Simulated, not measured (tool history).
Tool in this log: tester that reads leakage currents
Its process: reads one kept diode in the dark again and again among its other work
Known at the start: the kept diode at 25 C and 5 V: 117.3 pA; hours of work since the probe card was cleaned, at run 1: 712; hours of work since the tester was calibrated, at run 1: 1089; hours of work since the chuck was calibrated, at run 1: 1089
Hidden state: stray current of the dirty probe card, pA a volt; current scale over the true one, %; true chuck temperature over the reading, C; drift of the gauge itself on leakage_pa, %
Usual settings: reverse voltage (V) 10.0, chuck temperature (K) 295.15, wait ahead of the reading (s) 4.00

run    hour  reverse voltage (V)  chuck temperature (K)  wait ahead of the reading (s)  hours of work since the probe card was cleaned  hours of work since the tester was calibrated  hours of work since the chuck was calibrated  current that the tester gives (pA)
  1     0.0                 10.0                 295.15                           4.00                                             712                                           1089                                          1089                              142.99
  2   124.4                 10.0                 295.15                           4.00                                             763                                           1141                                          1141                              144.39
  3   254.5                 10.0                 295.15                           4.00                                             817                                           1195                                          1195                              146.40
  4   386.0                 10.0                 295.15                           4.00                                             872                                           1250                                          1250                              146.44
  5   498.8                 10.0                 295.15                           4.00                                             919                                           1297                                          1297                              147.90
  6   639.6                 10.0                 295.15                           4.00                                             978                                           1355                                          1355                              150.06
  7   758.4                 10.0                 295.15                           4.00                                            1027                                           1404                                          1404                              151.27
      786.4  -- chuck's temperature calibrated
  8   831.1                 10.0                 295.15                           4.00                                            1056                                           1434                                            19                              133.65
  9   967.8                 10.0                 295.15                           4.00                                            1113                                           1491                                            75                              134.66
 10  1065.4                 10.0                 295.15                           4.00                                            1154                                           1531                                           116                              136.36
     1075.5  -- probe card cleaned and baked
 11  1184.6                  5.4                 295.15                           9.89                                              45                                           1580                                           164                               93.65
 12  1257.1                  1.1                 327.15                           9.89                                              75                                           1610                                           194                              658.18
 13  1338.7                  1.1                 327.15                           9.89                                             109                                           1644                                           228                              656.63
 14  1398.6                  2.2                 304.15                           4.95                                             134                                           1669                                           253                              144.24
 15  1496.2                 12.5                 304.15                           0.87                                             175                                           1709                                           294                              297.41
 16  1584.5                 12.5                 304.15                           0.87                                             212                                           1746                                           331                              297.21
 17  1654.6                  1.4                 294.15                           0.89                                             241                                           1775                                           360                               51.62

4 options for the next run, each taken on its own from the tool as it stands now. Forecast them:
  A  1767.3                 10.0                 304.15                           1.28                                             288                                           1822                                           407                                   ?
  B  1767.3                  5.5                 295.15                           0.34                                             288                                           1822                                           407                                   ?
  C  1767.3                  1.3                 311.15                           1.91                                             288                                           1822                                           407                                   ?
  D  1767.3                  1.5                 317.15                           4.97                                             288                                           1822                                           407                                   ?

run  current that the tester gives (pA)
  A                              273.59
  B                              101.93
  C                              210.18
  D                              357.21
Take away the tool's hidden state, keep each run's random variation, and the runs would have read:
run  current that the tester gives (pA)
  A                              261.73
  B                               96.72
  C                              203.86
  D                              347.25

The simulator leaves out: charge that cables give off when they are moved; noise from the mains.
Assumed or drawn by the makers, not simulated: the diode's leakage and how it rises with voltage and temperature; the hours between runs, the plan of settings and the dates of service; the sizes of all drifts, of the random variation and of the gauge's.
